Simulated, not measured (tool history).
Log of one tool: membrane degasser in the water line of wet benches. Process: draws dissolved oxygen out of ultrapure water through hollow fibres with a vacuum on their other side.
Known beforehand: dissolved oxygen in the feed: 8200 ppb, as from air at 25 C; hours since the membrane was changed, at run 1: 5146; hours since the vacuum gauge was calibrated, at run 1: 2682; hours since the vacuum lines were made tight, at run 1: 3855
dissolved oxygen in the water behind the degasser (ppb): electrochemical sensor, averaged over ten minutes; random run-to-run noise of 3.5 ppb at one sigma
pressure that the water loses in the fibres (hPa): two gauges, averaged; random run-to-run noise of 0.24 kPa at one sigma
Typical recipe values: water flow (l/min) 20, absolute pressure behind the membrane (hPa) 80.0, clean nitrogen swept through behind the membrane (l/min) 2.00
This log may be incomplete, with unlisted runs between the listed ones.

run,hour,water flow (l/min),absolute pressure behind the membrane (hPa),clean nitrogen swept through behind the membrane (l/min),hours since the membrane was changed,hours since the vacuum gauge was calibrated,hours since the vacuum lines were made tight,dissolved oxygen in the water behind the degasser (ppb),pressure that the water loses in the fibres (hPa)
1,0.0,20,80.0,2.00,5146,2682,3855,337.9,607.5
2,256.9,20,80.0,2.00,5403,2939,4112,346.3,603.9
3,417.4,20,80.0,2.00,5564,3100,4272,351.3,604.9
4,707.2,27,80.0,2.00,5853,3390,4562,624.8,808.1
# hour 930.7: seals of the vacuum lines changed
5,984.5,20,80.0,4.69,6129,3665,54,288.7,601.5
6,1235.1,20,80.0,2.00,6379,3915,304,348.2,597.8
7,1514.7,20,80.0,2.00,6659,4195,584,346.4,596.9
8,1785.8,20,80.0,2.00,6930,4466,855,350.7,594.3
9,1915.3,20,80.0,2.00,7059,4596,985,350.2,601.3
10,2068.4,20,80.0,2.00,7213,4749,1138,342.2,595.6
11,2311.6,20,80.0,2.00,7456,4992,1381,351.9,593.3
12,2494.0,20,123.7,1.17,7638,5174,1563,556.1,594.9
# hour 2759.0: vacuum gauge calibrated
13,2804.5,20,91.4,1.39,7948,46,1873,422.8,591.5
14,2986.3,22,62.5,2.00,8130,227,2055,372.4,650.9
# hour 3114.0: gauge calibrated
15,3244.0,15,183.3,2.00,8388,485,2313,368.4,454.5
# hour 3463.5: membrane cartridge changed
16,3556.8,15,183.3,2.00,93,794,2622,359.9,452.9
17,3769.5,22,63.9,0.91,306,1007,2834,461.2,660.5
18,3996.2,22,63.9,0.91,533,1233,3061,465.3,662.2
19,4213.4,19,63.9,0.91,750,1450,3278,348.0,565.7
20,4438.1,19,63.9,0.91,975,1675,3503,347.9,568.0
21,4640.5,25,101.4,2.00,1177,1878,3705,593.8,746.5
22,4810.6,28,80.0,2.09,1347,2048,3875,672.4,828.6

Each row is a separate what-if for the run after 22, all from the same tool condition, not one after another. Results?
A,5069.6,24,51.1,2.00,1606,2307,4134,?,?
B,5069.6,29,80.0,2.00,1606,2307,4134,?,?
C,5069.6,28,80.0,2.09,1606,2307,4134,?,?
D,5069.6,13,80.0,2.09,1606,2307,4134,?,?
E,5069.6,26,170.3,4.85,1606,2307,4134,?,?

run,dissolved oxygen in the water behind the degasser (ppb),pressure that the water loses in the fibres (hPa)
A,426.6,713.6
B,707.9,859.7
C,651.0,829.4
D,131.6,386.2
E,621.0,773.2
Without the tool's hidden state the same runs would have given:
run,dissolved oxygen in the water behind the degasser (ppb),pressure that the water loses in the fibres (hPa)
A,426.3,723.3
B,707.7,871.4
C,650.7,840.8
D,131.6,391.4
E,620.8,783.7
